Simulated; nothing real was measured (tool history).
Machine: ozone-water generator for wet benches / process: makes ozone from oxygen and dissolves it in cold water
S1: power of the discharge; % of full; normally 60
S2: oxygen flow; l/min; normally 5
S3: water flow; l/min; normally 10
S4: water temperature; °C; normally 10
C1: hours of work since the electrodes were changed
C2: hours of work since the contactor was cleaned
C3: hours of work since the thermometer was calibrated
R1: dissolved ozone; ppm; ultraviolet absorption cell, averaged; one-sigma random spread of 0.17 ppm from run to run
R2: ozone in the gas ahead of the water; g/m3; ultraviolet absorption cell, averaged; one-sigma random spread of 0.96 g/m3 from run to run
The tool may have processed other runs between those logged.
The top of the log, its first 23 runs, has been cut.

{"run": 24, "hour": 499.2, "S1": 44, "S2": 3.02, "S3": 10, "S4": 7, "C1": 437, "C2": 6584, "C3": 869, "R1": 20.2, "R2": 171}
{"run": 25, "hour": 512.1, "S1": 44, "S2": 3.02, "S3": 10, "S4": 7, "C1": 447, "C2": 6593, "C3": 878, "R1": 20.5, "R2": 170.9}
{"run": 26, "hour": 527.0, "S1": 44, "S2": 2.65, "S3": 10, "S4": 6, "C1": 457, "C2": 6604, "C3": 888, "R1": 20.8, "R2": 182.4}
{"run": 27, "hour": 539.6, "S1": 44, "S2": 2.65, "S3": 10, "S4": 6, "C1": 466, "C2": 6613, "C3": 897, "R1": 20.4, "R2": 184.3}
{"run": 28, "hour": 569.0, "S1": 60, "S2": 7.81, "S3": 10, "S4": 11, "C1": 486, "C2": 6633, "C3": 918, "R1": 21.2, "R2": 121.7}
{"run": 29, "hour": 588.5, "S1": 60, "S2": 7.81, "S3": 10, "S4": 11, "C1": 500, "C2": 6647, "C3": 931, "R1": 21.2, "R2": 120.8}
{"run": 30, "hour": 602.2, "S1": 51, "S2": 3.81, "S3": 10, "S4": 10, "C1": 510, "C2": 6657, "C3": 941, "R1": 21.9, "R2": 165.9}
{"hour": 614.5, "done": "gauge calibrated"}
{"run": 31, "hour": 616.3, "S1": 51, "S2": 3.81, "S3": 10, "S4": 18, "C1": 520, "C2": 6667, "C3": 951, "R1": 18.8, "R2": 169.2}
{"run": 32, "hour": 637.4, "S1": 55, "S2": 6.45, "S3": 10, "S4": 18, "C1": 535, "C2": 6681, "C3": 966, "R1": 18.2, "R2": 131.2}

Forecast each of these 4 alternatives for the next run:
{"run": "A", "hour": 656.9, "S1": 64, "S2": 4.22, "S3": 10, "S4": 10, "C1": 548, "C2": 6695, "C3": 979, "R1": "?", "R2": "?"}
{"run": "B", "hour": 656.9, "S1": 55, "S2": 6.53, "S3": 10, "S4": 14, "C1": 548, "C2": 6695, "C3": 979, "R1": "?", "R2": "?"}
{"run": "C", "hour": 656.9, "S1": 91, "S2": 5, "S3": 10, "S4": 10, "C1": 548, "C2": 6695, "C3": 979, "R1": "?", "R2": "?"}
{"run": "D", "hour": 656.9, "S1": 60, "S2": 3.01, "S3": 10, "S4": 10, "C1": 548, "C2": 6695, "C3": 979, "R1": "?", "R2": "?"}

run=A R1=25.7 R2=189.7
run=B R1=19.3 R2=129.7
run=C R1=32.3 R2=223
run=D R1=24.7 R2=219
With the hidden condition removed and each run's random variation left untouched, the same runs would have given:
run=A R1=25.7 R2=190.1
run=B R1=19.3 R2=130
run=C R1=32.3 R2=223.5
run=D R1=24.7 R2=219.5

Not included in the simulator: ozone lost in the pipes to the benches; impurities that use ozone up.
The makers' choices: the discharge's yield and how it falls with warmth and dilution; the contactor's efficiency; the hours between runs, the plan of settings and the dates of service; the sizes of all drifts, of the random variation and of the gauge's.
